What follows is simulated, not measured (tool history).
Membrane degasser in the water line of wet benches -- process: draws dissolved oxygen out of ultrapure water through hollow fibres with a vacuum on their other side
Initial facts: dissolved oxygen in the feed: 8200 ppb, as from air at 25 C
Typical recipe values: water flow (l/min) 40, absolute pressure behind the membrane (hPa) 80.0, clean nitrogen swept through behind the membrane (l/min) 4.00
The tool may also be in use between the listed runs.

run	hour	water flow (l/min)	absolute pressure behind the membrane (hPa)	clean nitrogen swept through behind the membrane (l/min)	dissolved oxygen in the water behind the degasser (ppb)	pressure that the water loses in the fibres (hPa)
1	0.0	40	80.0	4.00	116.4	629.2
2	139.0	40	61.3	4.00	72.7	623.3
3	268.2	40	80.0	4.00	117.2	623.4
4	449.2	40	80.0	4.00	117.5	626.5
5	546.0	40	80.0	4.00	116.9	624.2
6	708.2	40	80.0	4.00	118.0	630.0
7	834.4	40	80.0	4.00	119.4	627.0
8	980.0	40	80.0	4.00	118.8	629.2
9	1123.9	40	80.0	4.00	119.5	630.5
10	1216.0	40	80.0	4.00	120.3	632.1
11	1319.1	41	80.0	4.00	122.8	646.9
12	1432.0	33	71.1	1.91	159.7	519.6
13	1625.9	33	71.1	1.91	160.8	523.8
14	1762.2	34	121.3	4.00	185.4	540.1
# hour 1888.0: seals of the vacuum lines changed
15	1921.1	34	121.3	4.00	182.1	539.3
16	2041.1	28	80.0	2.20	145.7	446.4
17	2167.2	63	62.0	5.38	131.4	1004.1
18	2302.5	63	62.0	1.66	285.4	1001.5
19	2422.2	63	62.0	1.66	287.3	1007.2

Estimate the outcome of run 20 from the log above:
20	2574.3	31	104.0	3.96	?	?

{"run 20": {"dissolved oxygen in the water behind the degasser (ppb)": 138.5, "pressure that the water loses in the fibres (hPa)": 495.2}}
With no hidden state in the tool, this same run would have given dissolved oxygen in the water behind the degasser (ppb) 132.9, pressure that the water loses in the fibres (hPa) 457.4.
